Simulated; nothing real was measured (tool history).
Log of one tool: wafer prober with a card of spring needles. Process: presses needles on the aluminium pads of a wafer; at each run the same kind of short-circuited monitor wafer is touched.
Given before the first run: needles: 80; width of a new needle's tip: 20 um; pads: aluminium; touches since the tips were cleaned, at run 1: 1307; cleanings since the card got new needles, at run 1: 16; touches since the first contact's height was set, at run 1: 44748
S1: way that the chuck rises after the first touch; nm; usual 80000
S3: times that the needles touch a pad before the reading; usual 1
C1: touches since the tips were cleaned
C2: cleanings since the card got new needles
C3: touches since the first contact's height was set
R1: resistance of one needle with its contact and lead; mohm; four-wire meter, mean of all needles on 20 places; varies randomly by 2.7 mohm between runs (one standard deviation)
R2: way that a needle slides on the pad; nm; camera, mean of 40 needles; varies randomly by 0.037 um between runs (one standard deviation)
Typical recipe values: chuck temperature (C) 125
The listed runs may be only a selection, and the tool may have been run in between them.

Run 1, day 0: usual settings; C1 1307; C2 16; C3 44748. Result: R1 344 mohm, R2 10590 nm.
At day 0.3: tips cleaned on abrasive film.
Run 2, day 0.725: usual settings but S1 69000 nm; C1 1799; C2 17; C3 47800. Result: R1 372 mohm, R2 9080 nm.
At day 0.904: tips cleaned on abrasive film.
At day 1.508: tips cleaned on abrasive film.
Run 3, day 1.517: usual settings but S1 69000 nm; C1 38; C2 19; C3 51126. Result: R1 320 mohm, R2 9070 nm.
Run 4, day 1.917: usual settings but S1 69000 nm; C1 1733; C2 19; C3 52821. Result: R1 376 mohm, R2 9090 nm.
At day 2.104: tips cleaned on abrasive film.
Run 5, day 2.504: usual settings but S1 69000 nm; C1 1701; C2 20; C3 55307. Result: R1 377 mohm, R2 9070 nm.
At day 2.692: tips cleaned on abrasive film.
Run 6, day 3.208: usual settings but S1 96000 nm; C1 2192; C2 21; C3 58262. Result: R1 342 mohm, R2 12660 nm.
At day 3.262: tips cleaned on abrasive film.
At day 3.858: tips cleaned on abrasive film.
Run 7, day 3.896: usual settings but S1 96000 nm; C1 147; C2 23; C3 61144. Result: R1 315 mohm, R2 12670 nm.
Run 8, day 4.329: usual settings but S1 96000 nm, chuck temperature (C) 106; C1 1986; C2 23; C3 62983. Result: R1 338 mohm, R2 12560 nm.
At day 4.479: tips cleaned on abrasive film.
Run 9, day 4.792: usual settings; C1 1322; C2 24; C3 64928. Result: R1 346 mohm, R2 10540 nm.
At day 5.067: tips cleaned on abrasive film.
Run 10, day 5.325: usual settings but S1 82000 nm; C1 1098; C2 25; C3 67171. Result: R1 340 mohm, R2 10770 nm.
At day 5.633: tips cleaned on abrasive film.
Run 11, day 5.746: usual settings but chuck temperature (C) 48; C1 481; C2 26; C3 68949. Result: R1 300 mohm, R2 10500 nm.
At day 6.204: tips cleaned on abrasive film.
Run 12, day 6.338: usual settings but chuck temperature (C) 48, S3 2; C1 570; C2 27; C3 71442. Result: R1 300 mohm, R2 10500 nm.
Run 13, day 6.733: usual settings but chuck temperature (C) 48, S3 2; C1 2237; C2 27; C3 73109. Result: R1 323 mohm, R2 10490 nm.
At day 6.783: tips cleaned on abrasive film.
At day 7.412: tips cleaned on abrasive film.
Run 14, day 7.504: usual settings but chuck temperature (C) 48, S3 2; C1 399; C2 29; C3 76359. Result: R1 296 mohm, R2 10480 nm.
At day 7.992: tips cleaned on abrasive film.
Run 15, day 8.296: usual settings but chuck temperature (C) 48, S3 2; C1 1289; C2 30; C3 79690. Result: R1 312 mohm, R2 10460 nm.
At day 8.608: tips cleaned on abrasive film.
Run 16, day 8.754: usual settings but S1 85000 nm; C1 621; C2 31; C3 81619. Result: R1 330 mohm, R2 11090 nm.
At day 9.221: tips cleaned on abrasive film.
Run 17, day 9.45: usual settings but S1 86000 nm, chuck temperature (C) 62, S3 2; C1 981; C2 32; C3 84555. Result: R1 306 mohm, R2 11240 nm.
At day 9.812: tips cleaned on abrasive film.
Run 18, day 10.238: usual settings but S1 65000 nm, chuck temperature (C) 100; C1 1800; C2 33; C3 87874. Result: R1 388 mohm, R2 8400 nm.
At day 10.379: tips cleaned on abrasive film.
Run 19, day 10.912: usual settings but S1 65000 nm, chuck temperature (C) 100; C1 2258; C2 34; C3 90725. Result: R1 391 mohm, R2 8430 nm.
At day 10.992: tips cleaned on abrasive film.
Run 20, day 11.471: usual settings but S1 98000 nm, chuck temperature (C) 31, S3 2; C1 2036; C2 35; C3 93070. Result: R1 301 mohm, R2 12810 nm.
At day 11.621: tips cleaned on abrasive film.
Run 21, day 12.129: usual settings but S3 3; C1 2158; C2 36; C3 95847. Result: R1 331 mohm, R2 10430 nm.
At day 12.212: tips cleaned on abrasive film.
At day 12.8: tips cleaned on abrasive film.
Run 22, day 12.888: usual settings but S1 87000 nm, chuck temperature (C) 52; C1 386; C2 38; C3 99038. Result: R1 300 mohm, R2 11360 nm.
At day 13.425: tips cleaned on abrasive film.
Run 23, day 13.433: usual settings but S1 87000 nm, chuck temperature (C) 52; C1 35; C2 39; C3 101328. Result: R1 292 mohm, R2 11290 nm.
At day 13.996: tips cleaned on abrasive film.
Run 24, day 14.067: usual settings but chuck temperature (C) 33; C1 310; C2 40; C3 103998. Result: R1 294 mohm, R2 10420 nm.
Run 25, day 14.492: usual settings but S1 68000 nm, chuck temperature (C) 47; C1 2113; C2 40; C3 105801. Result: R1 376 mohm, R2 8780 nm.
At day 14.567: tips cleaned on abrasive film.
At day 15.138: tips cleaned on abrasive film.
Run 26, day 15.154: usual settings but chuck temperature (C) 56; C1 67; C2 42; C3 108569. Result: R1 294 mohm, R2 10340 nm.
Run 27, day 15.492: usual settings but S1 63000 nm, chuck temperature (C) 120; C1 1500; C2 42; C3 110002. Result: R1 388 mohm, R2 8080 nm.
At day 15.708: tips cleaned on abrasive film.
Run 28, day 16.192: usual settings but S1 71000 nm, chuck temperature (C) 56; C1 2041; C2 43; C3 112954. Result: R1 371 mohm, R2 9130 nm.
At day 16.279: tips cleaned on abrasive film.
Run 29, day 16.621: usual settings but S1 72000 nm, S3 2; C1 1457; C2 44; C3 114769. Result: R1 348 mohm, R2 9250 nm.
At day 16.879: tips cleaned on abrasive film.
Run 30, day 17.288: usual settings but S1 72000 nm, S3 2; C1 1741; C2 45; C3 117576. Result: R1 350 mohm, R2 9240 nm.
At day 17.475: tips cleaned on abrasive film.
Run 31, day 17.825: usual settings but S1 97000 nm, chuck temperature (C) 39, S3 3; C1 1475; C2 46; C3 119826. Result: R1 296 mohm, R2 12580 nm.
At day 18.058: tips cleaned on abrasive film.
Run 32, day 18.204: usual settings but chuck temperature (C) 116, S3 2; C1 613; C2 47; C3 121426. Result: R1 327 mohm, R2 10280 nm.

Branching from run 32: 3 alternative next runs. What would each branch give?
At day 18.638: tips cleaned on abrasive film.
Run A, day 18.796: usual settings but S1 68000 nm, chuck temperature (C) 38; C1 667; C2 48; C3 123920. Result: R1 ?, R2 ?.
At day 18.638: tips cleaned on abrasive film.
Run B, day 18.796: usual settings but S1 76000 nm, chuck temperature (C) 120; C1 667; C2 48; C3 123920. Result: R1 ?, R2 ?.
At day 18.638: tips cleaned on abrasive film.
Run C, day 18.796: usual settings; C1 667; C2 48; C3 123920. Result: R1 ?, R2 ?.

run   R1     R2
  A  323   8760
  B  336   9790
  C  335  10310
With no hidden state in the tool, these same runs would have given:
run   R1     R2
  A  288   9170
  B  310  10200
  C  311  10720

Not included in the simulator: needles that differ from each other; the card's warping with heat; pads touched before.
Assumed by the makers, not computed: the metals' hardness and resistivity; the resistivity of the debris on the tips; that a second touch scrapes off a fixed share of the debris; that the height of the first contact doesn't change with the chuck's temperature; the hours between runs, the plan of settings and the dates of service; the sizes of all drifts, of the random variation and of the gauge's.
